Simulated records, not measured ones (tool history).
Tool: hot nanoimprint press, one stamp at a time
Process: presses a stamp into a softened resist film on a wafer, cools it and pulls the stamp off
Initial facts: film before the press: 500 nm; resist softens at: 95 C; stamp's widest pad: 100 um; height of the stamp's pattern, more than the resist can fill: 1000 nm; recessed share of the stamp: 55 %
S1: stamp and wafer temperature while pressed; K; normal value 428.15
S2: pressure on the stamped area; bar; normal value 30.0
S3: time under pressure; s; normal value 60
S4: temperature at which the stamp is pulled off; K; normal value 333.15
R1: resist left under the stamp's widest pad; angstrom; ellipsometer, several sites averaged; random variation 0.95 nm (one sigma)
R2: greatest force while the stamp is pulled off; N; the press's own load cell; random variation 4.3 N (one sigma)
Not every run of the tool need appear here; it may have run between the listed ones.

{"run": 1, "day": 0.0, "S1": 428.15, "S2": 30.0, "S3": 60, "S4": 333.15, "R1": 2675, "R2": 226}
{"run": 2, "day": 1.171, "S1": 428.15, "S2": 47.2, "S3": 60, "S4": 333.15, "R1": 2240, "R2": 234}
{"run": 3, "day": 3.4, "S1": 428.15, "S2": 47.2, "S3": 60, "S4": 333.15, "R1": 2240, "R2": 233}
{"run": 4, "day": 5.221, "S1": 428.15, "S2": 47.2, "S3": 60, "S4": 333.15, "R1": 2223, "R2": 238}
{"run": 5, "day": 6.817, "S1": 428.15, "S2": 30.0, "S3": 60, "S4": 333.15, "R1": 2686, "R2": 237}
{"run": 6, "day": 8.212, "S1": 421.15, "S2": 30.0, "S3": 60, "S4": 333.15, "R1": 3381, "R2": 250}
{"run": 7, "day": 9.558, "S1": 421.15, "S2": 30.0, "S3": 60, "S4": 333.15, "R1": 3380, "R2": 243}
{"run": 8, "day": 12.217, "S1": 421.15, "S2": 30.0, "S3": 31, "S4": 333.15, "R1": 3925, "R2": 259}
{"day": 13.05, "done": "plate thermocouple calibrated"}
{"run": 9, "day": 14.671, "S1": 421.15, "S2": 30.0, "S3": 31, "S4": 333.15, "R1": 4078, "R2": 270}
{"run": 10, "day": 16.396, "S1": 421.15, "S2": 30.0, "S3": 31, "S4": 333.15, "R1": 4050, "R2": 277}
{"run": 11, "day": 18.8, "S1": 428.15, "S2": 30.0, "S3": 60, "S4": 333.15, "R1": 2821, "R2": 287}
{"run": 12, "day": 21.433, "S1": 428.15, "S2": 30.0, "S3": 109, "S4": 333.15, "R1": 2280, "R2": 298}
{"run": 13, "day": 22.804, "S1": 428.15, "S2": 30.0, "S3": 109, "S4": 333.15, "R1": 2257, "R2": 292}
{"day": 23.896, "done": "press's hydraulic seals changed and the load cell set to zero"}
{"run": 14, "day": 24.579, "S1": 428.15, "S2": 30.0, "S3": 109, "S4": 333.15, "R1": 2236, "R2": 305}
{"run": 15, "day": 27.35, "S1": 428.15, "S2": 30.0, "S3": 109, "S4": 333.15, "R1": 2207, "R2": 309}
{"day": 29.554, "done": "stamp cleaned and given a new release coat"}
{"run": 16, "day": 29.942, "S1": 428.15, "S2": 30.0, "S3": 109, "S4": 333.15, "R1": 2209, "R2": 199}
{"run": 17, "day": 32.642, "S1": 428.15, "S2": 30.0, "S3": 109, "S4": 333.15, "R1": 2210, "R2": 211}
{"run": 18, "day": 34.712, "S1": 428.15, "S2": 30.0, "S3": 84, "S4": 333.15, "R1": 2428, "R2": 225}
{"run": 19, "day": 36.312, "S1": 428.15, "S2": 30.0, "S3": 84, "S4": 333.15, "R1": 2405, "R2": 219}
{"run": 20, "day": 37.683, "S1": 428.15, "S2": 30.0, "S3": 42, "S4": 334.15, "R1": 3028, "R2": 222}
{"run": 21, "day": 40.442, "S1": 428.15, "S2": 30.0, "S3": 42, "S4": 334.15, "R1": 3052, "R2": 224}

Forecast run 22:
{"run": 22, "day": 41.938, "S1": 418.15, "S2": 30.0, "S3": 60, "S4": 337.15, "R1": "?", "R2": "?"}

For run 22 the tool returned R1 3709 angstrom, R2 227 N.
With no hidden state in the tool, this same run would have given R1 3837 angstrom, R2 199 N.

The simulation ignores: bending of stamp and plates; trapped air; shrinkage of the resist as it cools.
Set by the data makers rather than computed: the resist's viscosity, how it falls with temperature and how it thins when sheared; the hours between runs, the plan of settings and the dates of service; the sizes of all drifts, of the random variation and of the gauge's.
